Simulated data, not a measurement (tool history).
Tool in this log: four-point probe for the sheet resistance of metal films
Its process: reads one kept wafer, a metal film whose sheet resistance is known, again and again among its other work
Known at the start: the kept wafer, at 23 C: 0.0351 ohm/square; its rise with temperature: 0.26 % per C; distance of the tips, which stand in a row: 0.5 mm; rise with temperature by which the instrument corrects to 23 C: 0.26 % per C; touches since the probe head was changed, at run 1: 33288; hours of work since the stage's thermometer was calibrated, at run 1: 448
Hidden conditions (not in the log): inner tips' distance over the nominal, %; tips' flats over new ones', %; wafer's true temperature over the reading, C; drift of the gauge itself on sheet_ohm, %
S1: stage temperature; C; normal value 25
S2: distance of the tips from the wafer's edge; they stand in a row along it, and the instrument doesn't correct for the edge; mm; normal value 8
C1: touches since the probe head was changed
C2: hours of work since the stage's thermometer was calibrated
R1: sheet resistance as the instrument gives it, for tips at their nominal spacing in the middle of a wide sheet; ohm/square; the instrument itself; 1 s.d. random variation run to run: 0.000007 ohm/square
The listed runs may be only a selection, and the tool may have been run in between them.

{"run": 1, "hour": 0.0, "S1": 25, "S2": 8, "C1": 33288, "C2": 448, "R1": 0.035092}
{"run": 2, "hour": 20.5, "S1": 25, "S2": 8, "C1": 34492, "C2": 463, "R1": 0.035094}
{"run": 3, "hour": 51.6, "S1": 25, "S2": 8, "C1": 36313, "C2": 486, "R1": 0.035084}
{"run": 4, "hour": 73.4, "S1": 25, "S2": 8, "C1": 37589, "C2": 501, "R1": 0.035084}
{"run": 5, "hour": 108.0, "S1": 25, "S2": 8, "C1": 39619, "C2": 527, "R1": 0.0351}
{"run": 6, "hour": 137.4, "S1": 25, "S2": 8, "C1": 41339, "C2": 548, "R1": 0.035077}
{"run": 7, "hour": 171.2, "S1": 25, "S2": 8, "C1": 43319, "C2": 572, "R1": 0.035081}
{"run": 8, "hour": 186.5, "S1": 20, "S2": 70, "C1": 44217, "C2": 584, "R1": 0.034986}
{"run": 9, "hour": 203.8, "S1": 25, "S2": 70, "C1": 45230, "C2": 596, "R1": 0.034994}
{"run": 10, "hour": 238.3, "S1": 19, "S2": 14, "C1": 47256, "C2": 621, "R1": 0.03501}
{"run": 11, "hour": 274.5, "S1": 26, "S2": 8, "C1": 49376, "C2": 648, "R1": 0.035066}

Forecast each of these 4 alternatives for the next run:
{"run": "A", "hour": 301.1, "S1": 28, "S2": 6, "C1": 50937, "C2": 667, "R1": "?"}
{"run": "B", "hour": 301.1, "S1": 25, "S2": 22, "C1": 50937, "C2": 667, "R1": "?"}
{"run": "C", "hour": 301.1, "S1": 22, "S2": 70, "C1": 50937, "C2": 667, "R1": "?"}
{"run": "D", "hour": 301.1, "S1": 19, "S2": 8, "C1": 50937, "C2": 667, "R1": "?"}

run=A R1=0.035100
run=B R1=0.034977
run=C R1=0.034972
run=D R1=0.035041
The same runs, with their run-to-run variation unchanged, on a tool lacking any hidden condition would have given:
run=A R1=0.035221
run=B R1=0.035098
run=C R1=0.035093
run=D R1=0.035162

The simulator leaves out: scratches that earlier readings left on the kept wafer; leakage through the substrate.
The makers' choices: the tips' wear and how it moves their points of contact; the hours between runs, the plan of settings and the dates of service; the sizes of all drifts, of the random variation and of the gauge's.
